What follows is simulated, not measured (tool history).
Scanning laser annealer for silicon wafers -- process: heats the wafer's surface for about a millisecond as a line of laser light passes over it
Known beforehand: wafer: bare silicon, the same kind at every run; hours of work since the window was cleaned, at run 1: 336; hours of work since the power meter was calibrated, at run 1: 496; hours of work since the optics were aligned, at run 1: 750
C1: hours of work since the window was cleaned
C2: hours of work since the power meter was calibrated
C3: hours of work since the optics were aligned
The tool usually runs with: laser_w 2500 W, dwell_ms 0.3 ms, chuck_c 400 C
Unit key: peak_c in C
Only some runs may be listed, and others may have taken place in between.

{"run": 1, "hour": 0.0, "laser_w": 2500, "dwell_ms": 0.3, "chuck_c": 400, "C1": 336, "C2": 496, "C3": 750, "peak_c": 1126}
{"run": 2, "hour": 27.1, "laser_w": 2500, "dwell_ms": 0.3, "chuck_c": 400, "C1": 354, "C2": 514, "C3": 768, "peak_c": 1123}
{"run": 3, "hour": 42.9, "laser_w": 2500, "dwell_ms": 0.3, "chuck_c": 400, "C1": 364, "C2": 525, "C3": 779, "peak_c": 1121}
{"run": 4, "hour": 70.0, "laser_w": 2500, "dwell_ms": 0.3, "chuck_c": 400, "C1": 382, "C2": 543, "C3": 797, "peak_c": 1119}
{"hour": 76.7, "done": "window over the wafer cleaned"}
{"run": 5, "hour": 95.1, "laser_w": 2500, "dwell_ms": 0.3, "chuck_c": 400, "C1": 12, "C2": 558, "C3": 812, "peak_c": 1154}
{"run": 6, "hour": 130.6, "laser_w": 2500, "dwell_ms": 0.3, "chuck_c": 400, "C1": 36, "C2": 582, "C3": 836, "peak_c": 1150}
{"run": 7, "hour": 156.3, "laser_w": 2500, "dwell_ms": 0.225, "chuck_c": 400, "C1": 53, "C2": 599, "C3": 853, "peak_c": 1038}
{"run": 8, "hour": 181.2, "laser_w": 2500, "dwell_ms": 0.225, "chuck_c": 399, "C1": 69, "C2": 615, "C3": 869, "peak_c": 1034}
{"run": 9, "hour": 208.1, "laser_w": 2500, "dwell_ms": 0.225, "chuck_c": 411, "C1": 87, "C2": 633, "C3": 887, "peak_c": 1047}
{"hour": 233.1, "done": "optics aligned, line set to its width"}
{"run": 10, "hour": 242.7, "laser_w": 2500, "dwell_ms": 0.225, "chuck_c": 411, "C1": 107, "C2": 653, "C3": 6, "peak_c": 1054}
{"run": 11, "hour": 258.1, "laser_w": 2500, "dwell_ms": 0.34, "chuck_c": 400, "C1": 117, "C2": 663, "C3": 17, "peak_c": 1210}
{"run": 12, "hour": 288.1, "laser_w": 2500, "dwell_ms": 0.34, "chuck_c": 400, "C1": 137, "C2": 683, "C3": 37, "peak_c": 1204}
{"run": 13, "hour": 302.8, "laser_w": 2500, "dwell_ms": 0.34, "chuck_c": 400, "C1": 147, "C2": 693, "C3": 46, "peak_c": 1202}
{"run": 14, "hour": 322.5, "laser_w": 2500, "dwell_ms": 0.34, "chuck_c": 400, "C1": 160, "C2": 706, "C3": 59, "peak_c": 1200}
{"run": 15, "hour": 351.8, "laser_w": 2500, "dwell_ms": 0.34, "chuck_c": 400, "C1": 180, "C2": 725, "C3": 79, "peak_c": 1202}
{"run": 16, "hour": 373.3, "laser_w": 2323, "dwell_ms": 0.213, "chuck_c": 364, "C1": 194, "C2": 740, "C3": 93, "peak_c": 938}
{"run": 17, "hour": 400.9, "laser_w": 2500, "dwell_ms": 0.212, "chuck_c": 394, "C1": 212, "C2": 758, "C3": 112, "peak_c": 1008}
{"run": 18, "hour": 433.9, "laser_w": 2500, "dwell_ms": 0.212, "chuck_c": 394, "C1": 234, "C2": 780, "C3": 133, "peak_c": 1005}
{"run": 19, "hour": 451.8, "laser_w": 2500, "dwell_ms": 0.212, "chuck_c": 394, "C1": 246, "C2": 792, "C3": 145, "peak_c": 1005}
{"run": 20, "hour": 483.0, "laser_w": 2500, "dwell_ms": 0.212, "chuck_c": 394, "C1": 267, "C2": 813, "C3": 166, "peak_c": 1004}

5 options for the next run, each taken on its own from the tool as it stands now. Forecast them:
{"run": "A", "hour": 498.0, "laser_w": 2371, "dwell_ms": 0.227, "chuck_c": 394, "C1": 277, "C2": 823, "C3": 176, "peak_c": "?"}
{"run": "B", "hour": 498.0, "laser_w": 2500, "dwell_ms": 0.3, "chuck_c": 422, "C1": 277, "C2": 823, "C3": 176, "peak_c": "?"}
{"run": "C", "hour": 498.0, "laser_w": 2500, "dwell_ms": 0.314, "chuck_c": 400, "C1": 277, "C2": 823, "C3": 176, "peak_c": "?"}
{"run": "D", "hour": 498.0, "laser_w": 2500, "dwell_ms": 0.3, "chuck_c": 376, "C1": 277, "C2": 823, "C3": 176, "peak_c": "?"}
{"run": "E", "hour": 498.0, "laser_w": 2323, "dwell_ms": 0.372, "chuck_c": 425, "C1": 277, "C2": 823, "C3": 176, "peak_c": "?"}

run=A peak_c=992
run=B peak_c=1160
run=C peak_c=1159
run=D peak_c=1115
run=E peak_c=1198
Without the tool's hidden state the same runs would have given:
run=A peak_c=1015
run=B peak_c=1188
run=C peak_c=1188
run=D peak_c=1143
run=E peak_c=1228
